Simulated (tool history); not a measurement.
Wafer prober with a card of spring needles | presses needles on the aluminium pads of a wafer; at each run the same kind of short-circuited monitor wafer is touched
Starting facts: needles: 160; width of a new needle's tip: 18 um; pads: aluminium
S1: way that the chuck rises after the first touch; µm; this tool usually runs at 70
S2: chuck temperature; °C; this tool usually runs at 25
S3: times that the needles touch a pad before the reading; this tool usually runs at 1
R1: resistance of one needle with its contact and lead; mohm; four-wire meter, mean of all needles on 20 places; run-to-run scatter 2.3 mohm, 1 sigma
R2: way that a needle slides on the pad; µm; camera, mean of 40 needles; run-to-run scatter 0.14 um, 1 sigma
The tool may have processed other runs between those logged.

run	hour	S1	S2	S3	R1	R2
1	0.0	70	25	1	265	18.21
# hour 4.2: tips cleaned on abrasive film
2	10.5	70	47	1	267	18.18
# hour 11.7: tips cleaned on abrasive film
3	16.5	70	47	1	267	18.34
# hour 19.1: tips cleaned on abrasive film
# hour 26.8: tips cleaned on abrasive film
4	27.9	70	25	1	263	18.09
# hour 34.3: tips cleaned on abrasive film
5	34.3	70	25	1	260	18.25
# hour 42.1: tips cleaned on abrasive film
6	43.1	70	45	1	266	18.18
# hour 49.6: tips cleaned on abrasive film
7	50.8	63	45	1	270	16.42
# hour 57.0: tips cleaned on abrasive film
8	62.0	63	45	1	269	16.36
# hour 65.0: tips cleaned on abrasive film
# hour 72.4: tips cleaned on abrasive film
9	73.4	63	45	1	271	16.28
# hour 79.7: tips cleaned on abrasive film
10	84.9	54	79	3	280	14.18
# hour 87.4: tips cleaned on abrasive film
# hour 95.0: tips cleaned on abrasive film
11	95.0	54	79	3	281	14.11
12	100.6	84	67	2	272	21.92
# hour 102.8: tips cleaned on abrasive film
13	106.4	69	26	1	264	18.01
# hour 110.4: tips cleaned on abrasive film
14	114.6	69	26	1	260	17.81
# hour 118.0: tips cleaned on abrasive film
15	122.4	69	26	1	262	18.10
# hour 125.7: tips cleaned on abrasive film
16	132.1	69	26	1	264	17.94

3 options for the next run, each taken on its own from the tool as it stands now. Forecast them:
# hour 133.1: tips cleaned on abrasive film
A	138.2	74	38	3	?	?
# hour 133.1: tips cleaned on abrasive film
B	138.2	80	78	1	?	?
# hour 133.1: tips cleaned on abrasive film
C	138.2	77	35	1	?	?

run	R1	R2
A	265	19.18
B	276	20.93
C	265	20.10
Stripped of hidden state, with their random variation kept, the same runs would have yielded:
run	R1	R2
A	265	19.20
B	275	20.96
C	265	20.13
